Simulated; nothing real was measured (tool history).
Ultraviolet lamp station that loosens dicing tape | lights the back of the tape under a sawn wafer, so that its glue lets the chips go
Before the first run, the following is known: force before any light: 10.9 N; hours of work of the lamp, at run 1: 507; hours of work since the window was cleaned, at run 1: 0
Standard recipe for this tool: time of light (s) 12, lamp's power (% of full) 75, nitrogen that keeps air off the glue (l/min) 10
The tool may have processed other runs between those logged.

run	hour	time of light (s)	lamp's power (% of full)	nitrogen that keeps air off the glue (l/min)	hours of work of the lamp	hours of work since the window was cleaned	force that peels the tape off (N)	light that reached the tape (J/m2)
1	0.0	12	75	10	507	0	1.905	3000
2	48.0	12	75	10	529	22	1.919	2960
3	71.0	8	75	10	540	33	3.416	2020
4	104.5	8	75	10	555	48	3.510	1980
5	144.9	12	75	10	574	67	1.973	2900
6	188.1	12	75	10	594	86	2.082	2880
7	233.3	12	75	10	614	107	2.068	2860
8	266.1	12	75	10	629	122	2.127	2840
9	313.3	12	75	10	651	144	2.070	2840
10	345.5	12	75	10	666	159	2.179	2810
11	382.5	12	75	10	683	176	2.233	2750
12	431.7	10	75	10	706	198	2.834	2270
13	475.2	12	75	4	726	218	2.836	2750
14	501.6	12	78	4	738	231	2.780	2810
15	540.3	12	78	4	755	248	2.873	2760
16	585.4	12	78	4	776	269	2.938	2790
17	610.6	12	78	4	788	281	2.853	2760
18	637.8	12	78	4	800	293	2.936	2700
19	680.8	12	75	10	820	313	2.373	2630
20	702.0	15	61	9	830	323	2.465	2630
21	749.1	10	75	12	851	344	2.895	2150
22	792.1	15	84	18	871	364	1.143	3600
23	831.2	12	75	14	889	382	2.307	2500
24	869.7	17	75	5	907	400	1.809	3580
25	908.0	17	75	5	924	417	1.830	3550
26	944.7	12	66	9	941	434	3.201	2170
27	979.8	12	66	9	957	450	3.084	2150
28	1015.2	12	66	9	974	467	3.139	2130
29	1051.9	12	66	9	991	483	3.149	2120
30	1083.8	10	61	12	1005	498	4.065	1650
31	1127.1	12	61	9	1025	518	3.618	1910
32	1151.9	12	61	9	1037	529	3.551	1940
# hour 1164.2: window cleaned of glue's vapour
33	1178.4	12	61	9	1048	7	3.320	2050
34	1217.6	7	78	10	1066	25	4.561	1480
35	1252.6	8	66	6	1083	41	5.323	1400
36	1290.9	6	100	5	1100	58	4.750	1600
# hour 1311.6: lamp changed
37	1337.6	11	93	3	12	79	1.930	3930
38	1378.6	11	93	3	31	98	1.942	3820

Measured result minus the same run's result without the hidden state. Both carry the same run-to-run variation, though not necessarily the same gauge scatter:
Hidden state at play: lamp's light, % of a new lamp's; light that the window lets through, % of a clean one's; drift of the gauge itself on peel_n, %; drift of the gauge itself on dose_mj_cm2, %.
run	force that peels the tape off (N)	light that reached the tape (J/m2)
1	+0.467	-510
2	+0.494	-540
3	+0.650	-360
4	+0.690	-390
5	+0.552	-590
6	+0.606	-620
7	+0.622	-640
8	+0.656	-650
9	+0.658	-690
10	+0.710	-700
11	+0.744	-730
12	+0.850	-620
13	+0.865	-780
14	+0.891	-820
15	+0.940	-840
16	+0.983	-880
17	+0.966	-890
18	+1.013	-900
19	+0.937	-890
20	+0.982	-930
21	+1.062	-770
22	+0.599	-1340
23	+1.013	-970
24	+0.879	-1430
25	+0.902	-1450
26	+1.280	-910
27	+1.254	-940
28	+1.292	-950
29	+1.319	-980
30	+1.478	-760
31	+1.468	-920
32	+1.456	-940
33	+1.236	-830
34	+1.398	-620
35	+1.480	-620
36	+1.438	-730
37	+0.074	-90
38	+0.099	-130

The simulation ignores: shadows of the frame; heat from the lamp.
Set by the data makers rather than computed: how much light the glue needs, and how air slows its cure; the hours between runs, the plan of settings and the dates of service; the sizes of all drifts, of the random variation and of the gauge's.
